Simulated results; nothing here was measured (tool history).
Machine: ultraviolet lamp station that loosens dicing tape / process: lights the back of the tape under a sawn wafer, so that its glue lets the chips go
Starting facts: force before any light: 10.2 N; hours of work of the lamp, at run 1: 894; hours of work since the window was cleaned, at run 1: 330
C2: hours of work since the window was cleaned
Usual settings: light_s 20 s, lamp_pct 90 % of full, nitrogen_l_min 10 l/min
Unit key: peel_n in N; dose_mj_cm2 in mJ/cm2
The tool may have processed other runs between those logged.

run 1 hour=0 | light_s=20 lamp_pct=90 nitrogen_l_min=10 | hours_of_work_of_the_lamp=894 C2=330 | peel_n=0.379 dose_mj_cm2=550
run 2 hour=45.6 | light_s=20 lamp_pct=90 nitrogen_l_min=10 | hours_of_work_of_the_lamp=924 C2=360 | peel_n=0.362 dose_mj_cm2=548
run 3 hour=113.5 | light_s=20 lamp_pct=90 nitrogen_l_min=10 | hours_of_work_of_the_lamp=968 C2=403 | peel_n=0.368 dose_mj_cm2=549
run 4 hour=176 | light_s=20 lamp_pct=90 nitrogen_l_min=10 | hours_of_work_of_the_lamp=1008 C2=444 | peel_n=0.361 dose_mj_cm2=549
-- hour=194 lamp changed
run 5 hour=246.2 | light_s=20 lamp_pct=90 nitrogen_l_min=10 | hours_of_work_of_the_lamp=34 C2=488 | peel_n=0.363 dose_mj_cm2=542
-- hour=259.3 window cleaned of glue's vapour
run 6 hour=284.2 | light_s=20 lamp_pct=90 nitrogen_l_min=10 | hours_of_work_of_the_lamp=58 C2=16 | peel_n=0.372 dose_mj_cm2=551
run 7 hour=347.9 | light_s=20 lamp_pct=90 nitrogen_l_min=10 | hours_of_work_of_the_lamp=99 C2=57 | peel_n=0.358 dose_mj_cm2=549
run 8 hour=399.3 | light_s=20 lamp_pct=90 nitrogen_l_min=10 | hours_of_work_of_the_lamp=132 C2=90 | peel_n=0.356 dose_mj_cm2=547
run 9 hour=454.2 | light_s=20 lamp_pct=90 nitrogen_l_min=10 | hours_of_work_of_the_lamp=167 C2=126 | peel_n=0.362 dose_mj_cm2=549
run 10 hour=503.2 | light_s=20 lamp_pct=90 nitrogen_l_min=10 | hours_of_work_of_the_lamp=199 C2=157 | peel_n=0.368 dose_mj_cm2=544
run 11 hour=570.9 | light_s=20 lamp_pct=90 nitrogen_l_min=10 | hours_of_work_of_the_lamp=243 C2=201 | peel_n=0.355 dose_mj_cm2=544
run 12 hour=618.5 | light_s=20 lamp_pct=90 nitrogen_l_min=10 | hours_of_work_of_the_lamp=273 C2=232 | peel_n=0.365 dose_mj_cm2=551
run 13 hour=680.7 | light_s=20 lamp_pct=90 nitrogen_l_min=10 | hours_of_work_of_the_lamp=313 C2=272 | peel_n=0.351 dose_mj_cm2=545
run 14 hour=743.9 | light_s=20 lamp_pct=90 nitrogen_l_min=10 | hours_of_work_of_the_lamp=354 C2=312 | peel_n=0.38 dose_mj_cm2=547
run 15 hour=787.9 | light_s=20 lamp_pct=90 nitrogen_l_min=10 | hours_of_work_of_the_lamp=383 C2=341 | peel_n=0.359 dose_mj_cm2=547
run 16 hour=837.6 | light_s=20 lamp_pct=90 nitrogen_l_min=18 | hours_of_work_of_the_lamp=415 C2=373 | peel_n=0.228 dose_mj_cm2=544
run 17 hour=904.7 | light_s=20 lamp_pct=68 nitrogen_l_min=10 | hours_of_work_of_the_lamp=458 C2=416 | peel_n=0.726 dose_mj_cm2=411
run 18 hour=947.8 | light_s=20 lamp_pct=68 nitrogen_l_min=10 | hours_of_work_of_the_lamp=486 C2=444 | peel_n=0.706 dose_mj_cm2=410
run 19 hour=984.1 | light_s=20 lamp_pct=68 nitrogen_l_min=10 | hours_of_work_of_the_lamp=509 C2=467 | peel_n=0.707 dose_mj_cm2=412
-- hour=1026.1 window cleaned of glue's vapour
run 20 hour=1061.6 | light_s=20 lamp_pct=68 nitrogen_l_min=16 | hours_of_work_of_the_lamp=559 C2=23 | peel_n=0.464 dose_mj_cm2=409
run 21 hour=1118.4 | light_s=20 lamp_pct=90 nitrogen_l_min=10 | hours_of_work_of_the_lamp=595 C2=60 | peel_n=0.365 dose_mj_cm2=544
run 22 hour=1165.6 | light_s=19 lamp_pct=94 nitrogen_l_min=10 | hours_of_work_of_the_lamp=626 C2=90 | peel_n=0.365 dose_mj_cm2=541
run 23 hour=1219.3 | light_s=18 lamp_pct=94 nitrogen_l_min=10 | hours_of_work_of_the_lamp=660 C2=125 | peel_n=0.422 dose_mj_cm2=513
run 24 hour=1297.8 | light_s=18 lamp_pct=69 nitrogen_l_min=9 | hours_of_work_of_the_lamp=711 C2=175 | peel_n=0.941 dose_mj_cm2=380
run 25 hour=1342.6 | light_s=18 lamp_pct=69 nitrogen_l_min=9 | hours_of_work_of_the_lamp=740 C2=204 | peel_n=0.975 dose_mj_cm2=377
run 26 hour=1391.4 | light_s=22 lamp_pct=98 nitrogen_l_min=3 | hours_of_work_of_the_lamp=771 C2=236 | peel_n=0.828 dose_mj_cm2=657
run 27 hour=1435.3 | light_s=22 lamp_pct=98 nitrogen_l_min=3 | hours_of_work_of_the_lamp=800 C2=264 | peel_n=0.828 dose_mj_cm2=658
run 28 hour=1506.2 | light_s=22 lamp_pct=98 nitrogen_l_min=3 | hours_of_work_of_the_lamp=845 C2=310 | peel_n=0.807 dose_mj_cm2=652
run 29 hour=1546.2 | light_s=22 lamp_pct=90 nitrogen_l_min=17 | hours_of_work_of_the_lamp=871 C2=335 | peel_n=0.194 dose_mj_cm2=600
run 30 hour=1606.2 | light_s=20 lamp_pct=67 nitrogen_l_min=5 | hours_of_work_of_the_lamp=910 C2=374 | peel_n=1.358 dose_mj_cm2=406
run 31 hour=1685 | light_s=34 lamp_pct=69 nitrogen_l_min=11 | hours_of_work_of_the_lamp=961 C2=425 | peel_n=0.206 dose_mj_cm2=713
run 32 hour=1726.7 | light_s=39 lamp_pct=90 nitrogen_l_min=10 | hours_of_work_of_the_lamp=988 C2=452 | peel_n=0.142 dose_mj_cm2=1065
-- hour=1778.2 lamp changed
-- hour=1798.4 window cleaned of glue's vapour
run 33 hour=1803.6 | light_s=39 lamp_pct=95 nitrogen_l_min=10 | hours_of_work_of_the_lamp=16 C2=3 | peel_n=0.148 dose_mj_cm2=1126
run 34 hour=1862.4 | light_s=10 lamp_pct=90 nitrogen_l_min=6 | hours_of_work_of_the_lamp=54 C2=41 | peel_n=2.237 dose_mj_cm2=265
run 35 hour=1933.8 | light_s=18 lamp_pct=62 nitrogen_l_min=10 | hours_of_work_of_the_lamp=100 C2=87 | peel_n=1.112 dose_mj_cm2=340
run 36 hour=2003.6 | light_s=31 lamp_pct=92 nitrogen_l_min=10 | hours_of_work_of_the_lamp=145 C2=132 | peel_n=0.158 dose_mj_cm2=870
run 37 hour=2042.6 | light_s=22 lamp_pct=94 nitrogen_l_min=3 | hours_of_work_of_the_lamp=170 C2=157 | peel_n=0.893 dose_mj_cm2=631
run 38 hour=2116.2 | light_s=22 lamp_pct=94 nitrogen_l_min=8 | hours_of_work_of_the_lamp=218 C2=205 | peel_n=0.34 dose_mj_cm2=627
run 39 hour=2168.4 | light_s=22 lamp_pct=94 nitrogen_l_min=8 | hours_of_work_of_the_lamp=251 C2=239 | peel_n=0.314 dose_mj_cm2=633
run 40 hour=2226.9 | light_s=22 lamp_pct=94 nitrogen_l_min=8 | hours_of_work_of_the_lamp=289 C2=276 | peel_n=0.33 dose_mj_cm2=630

What does the tool deliver on the next run?
run 41 hour=2294.1 | light_s=22 lamp_pct=94 nitrogen_l_min=8 | hours_of_work_of_the_lamp=332 C2=320 | peel_n=? dose_mj_cm2=?

Run 41 produced peel_n 0.342 N, dose_mj_cm2 627 mJ/cm2.
Had the tool carried no hidden state, the very same run would have given peel_n 0.341 N, dose_mj_cm2 628 mJ/cm2.

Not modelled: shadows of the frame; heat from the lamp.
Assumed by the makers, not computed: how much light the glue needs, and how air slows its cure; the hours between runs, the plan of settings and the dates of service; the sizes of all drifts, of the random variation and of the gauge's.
